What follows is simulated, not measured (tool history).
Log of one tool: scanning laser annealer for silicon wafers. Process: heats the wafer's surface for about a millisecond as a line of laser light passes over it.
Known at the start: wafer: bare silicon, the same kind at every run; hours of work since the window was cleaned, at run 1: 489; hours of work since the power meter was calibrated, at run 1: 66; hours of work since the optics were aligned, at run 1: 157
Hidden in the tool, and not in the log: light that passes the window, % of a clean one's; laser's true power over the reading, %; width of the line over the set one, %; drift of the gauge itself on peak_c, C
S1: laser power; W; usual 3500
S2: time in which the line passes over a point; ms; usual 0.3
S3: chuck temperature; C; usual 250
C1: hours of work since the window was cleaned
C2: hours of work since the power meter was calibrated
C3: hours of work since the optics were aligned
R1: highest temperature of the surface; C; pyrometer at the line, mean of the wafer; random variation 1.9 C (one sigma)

Run 1, hour 0: usual settings; C1 489; C2 66; C3 157. Result: R1 1070 C.
Run 2, hour 11.7: usual settings; C1 496; C2 74; C3 164. Result: R1 1074 C.
Run 3, hour 38.6: usual settings; C1 513; C2 90; C3 181. Result: R1 1070 C.
Run 4, hour 54.1: usual settings; C1 522; C2 100; C3 191. Result: R1 1070 C.
Run 5, hour 78.4: usual settings but S1 3683 W; C1 538; C2 115; C3 206. Result: R1 1116 C.
Run 6, hour 95.4: usual settings but S1 3683 W; C1 548; C2 126; C3 217. Result: R1 1118 C.
Run 7, hour 110.4: usual settings but S1 3683 W; C1 558; C2 135; C3 226. Result: R1 1115 C.
Run 8, hour 128.7: usual settings but S1 3683 W; C1 569; C2 147; C3 238. Result: R1 1115 C.
Run 9, hour 153.7: usual settings but S1 3683 W; C1 585; C2 162; C3 253. Result: R1 1111 C.
Run 10, hour 166.8: usual settings but S1 3683 W; C1 593; C2 171; C3 261. Result: R1 1113 C.
Run 11, hour 192.6: usual settings but S1 3683 W; C1 609; C2 187; C3 278. Result: R1 1111 C.
Run 12, hour 217: usual settings but S1 3821 W; C1 624; C2 202; C3 293. Result: R1 1148 C.
Run 13, hour 229.7: usual settings but S1 3821 W; C1 632; C2 210; C3 301. Result: R1 1147 C.
Run 14, hour 240.8: usual settings but S1 3821 W; C1 639; C2 217; C3 308. Result: R1 1146 C.
Run 15, hour 259.6: usual settings but S3 228 C; C1 651; C2 229; C3 319. Result: R1 1038 C.
Run 16, hour 277.7: usual settings but S1 3825 W; C1 662; C2 240; C3 331. Result: R1 1147 C.
Run 17, hour 297.4: usual settings but S1 3425 W; C1 674; C2 252; C3 343. Result: R1 1048 C.
Run 18, hour 316.1: usual settings but S1 3425 W; C1 686; C2 264; C3 355. Result: R1 1046 C.
Run 19, hour 341.9: usual settings but S1 3425 W; C1 702; C2 280; C3 371. Result: R1 1042 C.
Run 20, hour 363.5: usual settings but S1 3425 W; C1 716; C2 294; C3 384. Result: R1 1043 C.
Run 21, hour 376.5: usual settings but S1 3503 W, S2 0.259 ms, S3 244 C; C1 724; C2 302; C3 393. Result: R1 1004 C.
Run 22, hour 388.9: usual settings but S1 3503 W, S2 0.259 ms, S3 244 C; C1 732; C2 309; C3 400. Result: R1 1008 C.
Run 23, hour 412.8: usual settings but S1 3503 W, S2 0.259 ms, S3 244 C; C1 747; C2 324; C3 415. Result: R1 1005 C.
Run 24, hour 438.5: usual settings but S3 289 C; C1 763; C2 340; C3 431. Result: R1 1097 C.
Run 25, hour 449.8: usual settings but S1 3393 W, S2 0.325 ms, S3 246 C; C1 770; C2 348; C3 438. Result: R1 1060 C.
Run 26, hour 476.5: usual settings but S1 3825 W, S2 0.257 ms, S3 223 C; C1 786; C2 364; C3 455. Result: R1 1050 C.
Run 27, hour 488: usual settings but S1 3825 W, S2 0.257 ms, S3 223 C; C1 794; C2 371; C3 462. Result: R1 1051 C.
Run 28, hour 499.3: usual settings but S1 3742 W, S2 0.333 ms, S3 230 C; C1 801; C2 378; C3 469. Result: R1 1138 C.
Run 29, hour 521.3: usual settings but S1 3550 W, S2 0.273 ms, S3 280 C; C1 814; C2 392; C3 483. Result: R1 1066 C.
Run 30, hour 538.4: usual settings but S1 3760 W, S2 0.26 ms, S3 284 C; C1 825; C2 403; C3 494. Result: R1 1101 C.
Run 31, hour 549.3: usual settings but S1 3760 W, S2 0.26 ms, S3 284 C; C1 832; C2 410; C3 501. Result: R1 1100 C.
Run 32, hour 562.8: usual settings but S1 3449 W, S2 0.305 ms, S3 273 C; C1 840; C2 418; C3 509. Result: R1 1073 C.
Run 33, hour 588.7: usual settings but S1 3449 W, S2 0.305 ms, S3 273 C; C1 857; C2 434; C3 525. Result: R1 1074 C.
Run 34, hour 615.4: usual settings but S1 3574 W, S2 0.271 ms, S3 277 C; C1 873; C2 451; C3 542. Result: R1 1062 C.
At hour 632: window over the wafer cleaned.
Run 35, hour 640.3: usual settings but S1 3095 W, S2 0.286 ms, S3 287 C; C1 5; C2 465; C3 556. Result: R1 992 C.
Run 36, hour 661.4: usual settings but S1 3095 W, S2 0.286 ms, S3 287 C; C1 18; C2 479; C3 569. Result: R1 992 C.
Run 37, hour 682.5: usual settings but S1 3458 W, S2 0.257 ms; C1 32; C2 492; C3 583. Result: R1 1006 C.
Run 38, hour 702.3: usual settings but S1 3725 W, S2 0.232 ms, S3 258 C; C1 44; C2 504; C3 595. Result: R1 1037 C.
Run 39, hour 716.6: usual settings but S1 3725 W, S2 0.232 ms, S3 258 C; C1 53; C2 513; C3 604. Result: R1 1038 C.
Run 40, hour 741.4: usual settings but S1 3412 W, S2 0.322 ms, S3 279 C; C1 68; C2 529; C3 619. Result: R1 1101 C.

Hidden state or all else? Some run-to-run changes of R1, split into what the settings, what came in and random variation would give without the hidden state, and what is left for the hidden state (with any gauge scatter that isn't in both results):
Run 14 -> 15: S1 3821 -> 3500, S3 250 -> 228. R1 -108 C: hidden state +2, all else -110.
Run 15 -> 16: S1 3500 -> 3825, S3 228 -> 250. R1 +109 C: hidden state -3, all else +112.
Run 16 -> 17: S1 3825 -> 3425. R1 -99 C: hidden state +3, all else -102.
Run 34 -> 35: S1 3574 -> 3095, S2 0.271 -> 0.286, S3 277 -> 287, window over the wafer cleaned. R1 -70 C: hidden state +17, all else -87.
